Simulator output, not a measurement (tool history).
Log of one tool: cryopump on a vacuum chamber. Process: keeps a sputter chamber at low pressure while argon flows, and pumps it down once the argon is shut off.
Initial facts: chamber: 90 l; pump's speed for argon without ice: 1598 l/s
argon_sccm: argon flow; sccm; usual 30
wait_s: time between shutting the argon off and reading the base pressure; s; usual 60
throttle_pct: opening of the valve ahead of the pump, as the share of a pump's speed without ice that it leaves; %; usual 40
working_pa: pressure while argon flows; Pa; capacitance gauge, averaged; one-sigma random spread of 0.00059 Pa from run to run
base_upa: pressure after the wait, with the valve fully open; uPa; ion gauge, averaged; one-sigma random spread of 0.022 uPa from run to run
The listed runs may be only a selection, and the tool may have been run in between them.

run,hour,argon_sccm,wait_s,throttle_pct,working_pa,base_upa
1,0.0,30,60,40,0.0861,1.34
2,13.5,30,60,40,0.0861,1.29
3,28.9,30,42,40,0.0867,1.49
4,44.8,30,42,40,0.0857,1.47
5,65.3,30,60,40,0.0869,1.31
6,81.3,30,60,40,0.0860,1.32
7,100.4,30,60,50,0.0702,1.36
8,123.6,30,60,40,0.0876,1.33
9,147.0,48,60,40,0.1390,1.38
10,158.9,44,112,16,0.3060,1.17
11,177.3,24,163,40,0.0702,1.14
12,198.7,24,163,40,0.0700,1.08
13,211.0,22,63,24,0.1024,1.40
14,224.9,20,92,47,0.0506,1.28
15,243.0,27,29,17,0.1752,1.84
16,257.8,16,38,26,0.0707,1.62

Pick out some run-to-run changes in working_pa. Of each, how much would a tool without hidden state show as well, from the settings, what came in and chance, and how much is left for the hidden state and any gauge scatter not in both results compared?
The tool's hidden condition here consists of: pump's speed, % of a pump's without ice; cold plate's temperature, K; leak into the chamber, uPa l/s; drift of the gauge itself on working_pa, %; drift of the gauge itself on base_upa, %.
Run 10 -> 11: argon_sccm 44 -> 24, wait_s 112 -> 163, throttle_pct 16 -> 40. working_pa -0.2358 Pa: hidden state -0.0051, all else -0.2307.
